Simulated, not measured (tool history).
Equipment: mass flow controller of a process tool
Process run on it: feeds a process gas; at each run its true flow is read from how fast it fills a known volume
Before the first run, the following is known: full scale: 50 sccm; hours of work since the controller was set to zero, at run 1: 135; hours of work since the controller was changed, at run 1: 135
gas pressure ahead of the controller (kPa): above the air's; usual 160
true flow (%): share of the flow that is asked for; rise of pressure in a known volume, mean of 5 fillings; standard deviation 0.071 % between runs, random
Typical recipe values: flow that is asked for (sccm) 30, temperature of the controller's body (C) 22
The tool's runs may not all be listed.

| run | hour | flow that is asked for (sccm) | gas pressure ahead of the controller (kPa) | temperature of the controller's body (C) | hours of work since the controller was set to zero | hours of work since the controller was changed | true flow (%) |
|---|---|---|---|---|---|---|---|
| 1 | 0.0 | 30 | 160 | 22 | 135 | 135 | 99.83 |
| 2 | 102.2 | 30 | 163 | 22 | 212 | 212 | 99.68 |
| 3 | 322.5 | 30 | 160 | 22 | 380 | 380 | 99.90 |
| 4 | 446.3 | 30 | 160 | 22 | 474 | 474 | 100.09 |
| 5 | 554.2 | 30 | 160 | 22 | 556 | 556 | 100.18 |
| 6 | 751.4 | 30 | 160 | 22 | 705 | 705 | 100.39 |
| 7 | 982.9 | 30 | 160 | 22 | 881 | 881 | 100.51 |
| 8 | 1118.6 | 30 | 160 | 22 | 984 | 984 | 100.40 |
| 9 | 1358.0 | 30 | 160 | 22 | 1166 | 1166 | 100.75 |
| 10 | 1473.5 | 30 | 160 | 22 | 1254 | 1254 | 100.74 |
| 11 | 1666.7 | 41 | 160 | 22 | 1400 | 1400 | 101.10 |
| 12 | 1774.2 | 41 | 160 | 22 | 1482 | 1482 | 101.17 |
| 13 | 2007.1 | 30 | 160 | 22 | 1659 | 1659 | 101.16 |
| 14 | 2176.6 | 30 | 160 | 22 | 1788 | 1788 | 101.50 |
| 15 | 2400.4 | 30 | 160 | 22 | 1957 | 1957 | 101.39 |
| 16 | 2616.2 | 30 | 160 | 22 | 2121 | 2121 | 101.68 |
| 17 | 2728.9 | 30 | 216 | 22 | 2207 | 2207 | 101.92 |
| 18 | 2958.7 | 30 | 160 | 35 | 2381 | 2381 | 100.46 |
| 19 | 3151.8 | 30 | 160 | 22 | 2528 | 2528 | 101.97 |
| 20 | 3322.6 | 30 | 256 | 22 | 2658 | 2658 | 102.50 |
| 21 | 3572.5 | 30 | 160 | 22 | 2848 | 2848 | 102.27 |
| 22 | 3723.4 | 30 | 160 | 26 | 2962 | 2962 | 101.90 |
| 23 | 3905.1 | 9 | 188 | 32 | 3100 | 3100 | 102.69 |
| 24 | 4148.4 | 9 | 188 | 32 | 3285 | 3285 | 103.02 |
| 25 | 4291.2 | 31 | 188 | 39 | 3393 | 3393 | 101.08 |
|  | 4313.2 | controller's zero set anew |
| 26 | 4525.1 | 5 | 264 | 39 | 161 | 3571 | 105.78 |
| 27 | 4627.9 | 6 | 160 | 26 | 239 | 3649 | 105.93 |
| 28 | 4787.5 | 13 | 160 | 27 | 360 | 3770 | 103.49 |
|  | 4889.2 | controller's zero set anew, once more |
| 29 | 4931.8 | 8 | 160 | 27 | 32 | 3879 | 101.12 |
| 30 | 5110.8 | 8 | 160 | 27 | 168 | 4015 | 101.35 |
| 31 | 5304.3 | 30 | 273 | 20 | 315 | 4162 | 103.30 |
| 32 | 5557.0 | 7 | 273 | 36 | 507 | 4354 | 101.52 |
| 33 | 5793.5 | 7 | 273 | 36 | 687 | 4533 | 101.91 |
| 34 | 5905.6 | 7 | 273 | 36 | 772 | 4619 | 102.03 |
| 35 | 6010.4 | 7 | 273 | 36 | 851 | 4698 | 102.27 |
| 36 | 6222.0 | 9 | 173 | 29 | 1012 | 4859 | 102.46 |
| 37 | 6414.8 | 8 | 173 | 32 | 1159 | 5005 | 102.34 |
| 38 | 6548.2 | 35 | 198 | 22 | 1260 | 5107 | 103.64 |
| 39 | 6721.6 | 35 | 198 | 32 | 1392 | 5238 | 102.70 |
| 40 | 6928.6 | 46 | 160 | 22 | 1549 | 5396 | 103.82 |
| 41 | 7071.9 | 24 | 219 | 26 | 1658 | 5504 | 103.50 |
| 42 | 7306.2 | 24 | 219 | 26 | 1836 | 5682 | 103.76 |

Some steps in true flow (%), run to run, broken into two amounts with sign: the step expected even without the hidden condition (settings, incoming material, random variation), and the rest, left for the hidden condition together with whatever gauge scatter is not in both the measured and the hidden-condition-free result:
Hidden conditions of the tool in this case: flow at rest that the sensor doesn't see, % of full scale; true flow over the shown one, %; drift of the gauge itself on true_pct, %.
Run 25 -> 26: flow that is asked for (sccm) 31 -> 5, gas pressure ahead of the controller (kPa) 188 -> 264, controller's zero set anew. true flow (%) +4.70: hidden state +5.15, all else -0.45.
Run 27 -> 28: flow that is asked for (sccm) 6 -> 13, temperature of the controller's body (C) 26 -> 27. true flow (%) -2.44: hidden state -2.54, all else +0.10.
Run 28 -> 29: flow that is asked for (sccm) 13 -> 8, controller's zero set anew, once more. true flow (%) -2.37: hidden state -2.21, all else -0.16.

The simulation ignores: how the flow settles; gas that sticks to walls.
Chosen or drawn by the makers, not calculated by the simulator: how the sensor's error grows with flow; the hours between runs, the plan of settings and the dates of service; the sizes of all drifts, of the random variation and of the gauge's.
